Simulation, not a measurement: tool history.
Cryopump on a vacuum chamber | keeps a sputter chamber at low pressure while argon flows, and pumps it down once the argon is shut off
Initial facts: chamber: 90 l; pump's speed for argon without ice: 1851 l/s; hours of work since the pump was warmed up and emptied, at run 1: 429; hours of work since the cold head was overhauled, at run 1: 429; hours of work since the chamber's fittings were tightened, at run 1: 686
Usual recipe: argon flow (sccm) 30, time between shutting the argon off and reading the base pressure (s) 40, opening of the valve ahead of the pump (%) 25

run	day	argon flow (sccm)	time between shutting the argon off and reading the base pressure (s)	opening of the valve ahead of the pump (%)	hours of work since the pump was warmed up and emptied	hours of work since the cold head was overhauled	hours of work since the chamber's fittings were tightened	pressure while argon flows (Pa)	pressure after the wait (uPa)
1	0.000	30	40	25	429	429	686	0.1142	2.45
2	2.796	30	40	25	458	458	715	0.1156	2.60
3	6.496	30	25	25	497	497	754	0.1164	3.38
4	10.938	30	25	25	544	544	801	0.1153	3.46
5	14.108	30	25	25	577	577	834	0.1157	3.53
6	16.338	30	25	25	601	601	858	0.1174	3.65
7	20.679	30	25	25	646	646	904	0.1186	3.84
8	23.446	30	25	25	675	675	933	0.1182	3.87
9	28.421	30	25	25	728	728	985	0.1178	4.02
10	30.558	30	40	25	750	750	1008	0.1195	3.43
# day 31.679: leaking fittings of the chamber tightened, without venting
11	33.588	30	40	25	781	781	20	0.1190	1.37
12	37.533	30	40	25	823	823	62	0.1196	1.49
13	40.292	30	40	25	852	852	91	0.1207	1.56
# day 41.050: pump warmed up, emptied and cooled again
14	44.350	30	40	25	35	892	131	0.1098	1.46
15	48.738	30	40	25	81	939	177	0.1103	1.56
16	53.175	30	40	25	128	985	224	0.1107	1.59
17	57.600	30	40	25	174	1032	271	0.1127	1.74
18	61.679	30	40	25	217	1075	314	0.1114	1.86
19	64.171	30	257	35	243	1101	340	0.0811	0.97
20	67.054	30	30	25	274	1131	370	0.1131	2.22
21	71.862	15	82	26	324	1182	421	0.0544	1.50
22	75.546	43	45	26	363	1221	460	0.1560	2.01
23	79.267	43	45	26	402	1260	499	0.1567	2.04
24	82.662	43	45	26	438	1296	535	0.1600	2.11
25	87.033	43	45	26	484	1342	581	0.1589	2.28
26	91.008	43	45	26	526	1384	623	0.1589	2.33
27	95.275	30	124	29	571	1429	667	0.1010	1.89
28	100.079	29	173	43	622	1479	718	0.0679	1.96
29	103.608	30	40	16	659	1516	755	0.1797	2.87
30	105.750	21	265	22	681	1539	778	0.0928	2.07
31	108.321	30	76	58	708	1566	805	0.0546	2.46
32	112.833	30	40	27	756	1614	852	0.1115	3.12
33	115.762	30	40	27	787	1644	883	0.1109	3.22
34	119.625	30	40	27	827	1685	924	0.1124	3.36

Predict each of these 3 candidate next runs independently; none follows another, all start after run 34:
# day 122.808: pump warmed up, emptied and cooled again
A	123.538	30	128	27	8	1724	963	?	?
# day 122.808: pump warmed up, emptied and cooled again
B	123.538	26	49	26	8	1724	963	?	?
# day 122.808: pump warmed up, emptied and cooled again
C	123.538	37	126	19	8	1724	963	?	?

run	pressure while argon flows (Pa)	pressure after the wait (uPa)
A	0.1022	2.09
B	0.0903	2.65
C	0.1774	2.04
Had the tool no hidden state, the same runs would have come out as:
run	pressure while argon flows (Pa)	pressure after the wait (uPa)
A	0.1016	0.49
B	0.0898	1.05
C	0.1766	0.47
